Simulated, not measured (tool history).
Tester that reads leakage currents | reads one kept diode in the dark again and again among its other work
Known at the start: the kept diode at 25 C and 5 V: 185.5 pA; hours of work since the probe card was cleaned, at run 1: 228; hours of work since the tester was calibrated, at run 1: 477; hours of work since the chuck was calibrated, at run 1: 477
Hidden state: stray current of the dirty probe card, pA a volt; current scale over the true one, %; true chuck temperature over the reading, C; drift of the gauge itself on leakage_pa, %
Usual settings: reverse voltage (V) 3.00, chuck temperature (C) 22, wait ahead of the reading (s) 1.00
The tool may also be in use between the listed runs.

run	day	reverse voltage (V)	chuck temperature (C)	wait ahead of the reading (s)	hours of work since the probe card was cleaned	hours of work since the tester was calibrated	hours of work since the chuck was calibrated	current that the tester gives (pA)
1	0.000	3.00	22	1.00	228	477	477	113.88
2	1.254	3.89	22	1.00	246	494	494	128.76
3	2.121	3.00	22	0.61	257	506	506	113.73
4	3.067	3.00	22	1.00	270	519	519	113.18
5	4.004	3.00	22	0.32	283	532	532	114.73
6	5.512	3.00	22	0.32	304	552	552	114.43
7	6.488	3.00	22	0.32	317	566	566	114.69
8	7.292	3.00	22	1.00	329	577	577	112.36
9	8.258	3.00	22	2.56	342	590	590	112.38
10	9.175	3.00	22	2.56	354	603	603	112.00
11	9.833	3.00	22	2.56	363	612	612	112.23
12	10.508	3.00	22	1.00	373	621	621	112.87
# day 10.729: tester calibrated
13	11.538	3.00	22	1.00	386	11	634	113.70
14	12.433	1.78	41	1.52	398	23	646	341.08
# day 13.338: tester calibrated, once more
15	14.092	12.14	30	0.64	420	10	668	404.59
16	14.779	3.19	22	1.00	429	20	677	116.10
17	16.092	12.08	37	0.99	447	38	695	654.48
18	17.146	2.77	22	1.67	462	52	710	107.92

Run 19 comes next. What will it give?
19	18.075	6.46	22	0.69	474	65	723	?

{"run 19": {"current that the tester gives (pA)": 164.04}}
Without the tool's hidden state the same run would have given current that the tester gives (pA) 169.25.
